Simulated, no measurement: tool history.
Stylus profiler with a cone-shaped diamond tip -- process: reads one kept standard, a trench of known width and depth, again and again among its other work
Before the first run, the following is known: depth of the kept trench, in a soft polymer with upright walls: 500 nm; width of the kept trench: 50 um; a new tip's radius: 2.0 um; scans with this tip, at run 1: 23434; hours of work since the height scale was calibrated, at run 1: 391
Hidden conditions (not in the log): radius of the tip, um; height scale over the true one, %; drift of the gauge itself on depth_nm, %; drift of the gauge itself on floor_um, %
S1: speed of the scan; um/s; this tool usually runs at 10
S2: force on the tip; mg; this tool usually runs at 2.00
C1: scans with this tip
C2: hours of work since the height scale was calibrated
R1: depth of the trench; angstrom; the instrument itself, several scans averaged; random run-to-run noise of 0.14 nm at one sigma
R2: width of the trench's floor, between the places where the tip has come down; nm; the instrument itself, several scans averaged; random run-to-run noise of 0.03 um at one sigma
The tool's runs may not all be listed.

{"run": 1, "hour": 0.0, "S1": 10, "S2": 2.0, "C1": 23434, "C2": 391, "R1": 5033.9, "R2": 46170}
{"run": 2, "hour": 87.2, "S1": 10, "S2": 0.88, "C1": 23981, "C2": 444, "R1": 5022.6, "R2": 46090}
{"run": 3, "hour": 180.3, "S1": 10, "S2": 0.88, "C1": 24565, "C2": 501, "R1": 5022.1, "R2": 46090}
{"run": 4, "hour": 228.0, "S1": 10, "S2": 0.88, "C1": 24865, "C2": 530, "R1": 5021.3, "R2": 46040}
{"run": 5, "hour": 266.4, "S1": 10, "S2": 4.46, "C1": 25106, "C2": 553, "R1": 5058.4, "R2": 46080}
{"run": 6, "hour": 344.9, "S1": 10, "S2": 4.46, "C1": 25598, "C2": 601, "R1": 5059.1, "R2": 46080}
{"run": 7, "hour": 418.1, "S1": 10, "S2": 4.46, "C1": 26058, "C2": 646, "R1": 5058.9, "R2": 46090}
{"run": 8, "hour": 478.7, "S1": 10, "S2": 2.0, "C1": 26438, "C2": 683, "R1": 5037.0, "R2": 46040}
{"run": 9, "hour": 567.0, "S1": 10, "S2": 2.0, "C1": 26992, "C2": 737, "R1": 5036.0, "R2": 46020}
{"run": 10, "hour": 648.1, "S1": 10, "S2": 1.57, "C1": 27501, "C2": 786, "R1": 5036.9, "R2": 46000}
{"run": 11, "hour": 693.1, "S1": 10, "S2": 1.57, "C1": 27783, "C2": 813, "R1": 5031.0, "R2": 45990}
{"run": 12, "hour": 734.2, "S1": 10, "S2": 1.57, "C1": 28041, "C2": 838, "R1": 5034.4, "R2": 45960}
{"run": 13, "hour": 794.6, "S1": 10, "S2": 1.57, "C1": 28420, "C2": 875, "R1": 5035.9, "R2": 45950}
{"run": 14, "hour": 865.8, "S1": 10, "S2": 1.57, "C1": 28867, "C2": 919, "R1": 5032.8, "R2": 45950}
{"run": 15, "hour": 918.0, "S1": 10, "S2": 3.52, "C1": 29195, "C2": 951, "R1": 5051.6, "R2": 45860}
{"run": 16, "hour": 986.8, "S1": 10, "S2": 3.52, "C1": 29626, "C2": 993, "R1": 5051.6, "R2": 45880}
{"run": 17, "hour": 1061.9, "S1": 8, "S2": 2.0, "C1": 30097, "C2": 1038, "R1": 5040.7, "R2": 45900}
{"run": 18, "hour": 1128.2, "S1": 8, "S2": 2.0, "C1": 30513, "C2": 1079, "R1": 5038.8, "R2": 45890}
{"run": 19, "hour": 1170.3, "S1": 3, "S2": 2.0, "C1": 30777, "C2": 1105, "R1": 5040.6, "R2": 45890}
{"run": 20, "hour": 1215.0, "S1": 3, "S2": 2.0, "C1": 31058, "C2": 1132, "R1": 5041.3, "R2": 45900}
{"run": 21, "hour": 1296.4, "S1": 3, "S2": 2.0, "C1": 31569, "C2": 1181, "R1": 5040.9, "R2": 45860}
{"run": 22, "hour": 1355.3, "S1": 3, "S2": 2.0, "C1": 31938, "C2": 1217, "R1": 5039.2, "R2": 45860}
{"hour": 1433.5, "done": "new tip fitted, height scale calibrated"}
{"run": 23, "hour": 1446.9, "S1": 3, "S2": 2.0, "C1": 83, "C2": 8, "R1": 5030.4, "R2": 47400}
{"run": 24, "hour": 1511.4, "S1": 5, "S2": 3.24, "C1": 488, "C2": 47, "R1": 5045.4, "R2": 47330}
{"run": 25, "hour": 1586.8, "S1": 12, "S2": 3.38, "C1": 961, "C2": 94, "R1": 5043.6, "R2": 47260}
{"run": 26, "hour": 1671.0, "S1": 12, "S2": 3.38, "C1": 1489, "C2": 145, "R1": 5044.3, "R2": 47220}
{"run": 27, "hour": 1727.7, "S1": 6, "S2": 2.65, "C1": 1845, "C2": 179, "R1": 5038.1, "R2": 47230}
{"run": 28, "hour": 1808.2, "S1": 17, "S2": 3.48, "C1": 2350, "C2": 229, "R1": 5046.9, "R2": 47190}
{"run": 29, "hour": 1852.9, "S1": 3, "S2": 4.67, "C1": 2631, "C2": 256, "R1": 5056.0, "R2": 47220}
{"hour": 1859.1, "done": "height scale calibrated on a step standard"}
{"run": 30, "hour": 1919.3, "S1": 19, "S2": 0.74, "C1": 3044, "C2": 37, "R1": 5017.9, "R2": 47020}
{"run": 31, "hour": 1962.6, "S1": 5, "S2": 1.43, "C1": 3316, "C2": 63, "R1": 5029.2, "R2": 47150}
{"run": 32, "hour": 2009.4, "S1": 2, "S2": 1.0, "C1": 3610, "C2": 92, "R1": 5023.5, "R2": 47170}
{"run": 33, "hour": 2051.9, "S1": 8, "S2": 4.95, "C1": 3876, "C2": 118, "R1": 5062.2, "R2": 47150}
{"hour": 2107.2, "done": "height scale calibrated on a step standard, once more"}
{"run": 34, "hour": 2135.6, "S1": 8, "S2": 4.95, "C1": 4398, "C2": 17, "R1": 5054.4, "R2": 47110}
{"run": 35, "hour": 2198.8, "S1": 3, "S2": 1.03, "C1": 4795, "C2": 56, "R1": 5021.1, "R2": 47070}
{"run": 36, "hour": 2239.1, "S1": 3, "S2": 1.03, "C1": 5048, "C2": 80, "R1": 5021.0, "R2": 47070}
{"run": 37, "hour": 2308.9, "S1": 23, "S2": 1.98, "C1": 5486, "C2": 123, "R1": 5031.9, "R2": 46920}
{"run": 38, "hour": 2350.8, "S1": 23, "S2": 1.98, "C1": 5749, "C2": 149, "R1": 5031.9, "R2": 46900}
{"run": 39, "hour": 2426.5, "S1": 33, "S2": 3.37, "C1": 6224, "C2": 195, "R1": 5045.4, "R2": 46900}
{"run": 40, "hour": 2493.0, "S1": 26, "S2": 1.13, "C1": 6641, "C2": 235, "R1": 5025.6, "R2": 46870}
{"run": 41, "hour": 2554.8, "S1": 6, "S2": 0.81, "C1": 7029, "C2": 273, "R1": 5019.9, "R2": 46910}
{"run": 42, "hour": 2621.2, "S1": 6, "S2": 0.81, "C1": 7445, "C2": 314, "R1": 5018.5, "R2": 46890}
{"run": 43, "hour": 2696.7, "S1": 3, "S2": 1.17, "C1": 7919, "C2": 360, "R1": 5024.8, "R2": 46930}
{"run": 44, "hour": 2736.4, "S1": 7, "S2": 2.49, "C1": 8168, "C2": 384, "R1": 5035.6, "R2": 46900}
{"run": 45, "hour": 2794.2, "S1": 7, "S2": 2.49, "C1": 8531, "C2": 419, "R1": 5038.8, "R2": 46850}

3 ways to go on from here, each from the tool as it stands after run 45. What would each give?
{"run": "A", "hour": 2869.4, "S1": 4, "S2": 0.74, "C1": 9003, "C2": 465, "R1": "?", "R2": "?"}
{"run": "B", "hour": 2869.4, "S1": 17, "S2": 2.43, "C1": 9003, "C2": 465, "R1": "?", "R2": "?"}
{"run": "C", "hour": 2869.4, "S1": 4, "S2": 2.49, "C1": 9003, "C2": 465, "R1": "?", "R2": "?"}

run=A R1=5021.2 R2=46820
run=B R1=5039.2 R2=46830
run=C R1=5041.1 R2=46890
With the hidden condition removed and each run's random variation left untouched, the same runs would have given:
run=A R1=5016.5 R2=47290
run=B R1=5034.5 R2=47300
run=C R1=5036.4 R2=47350
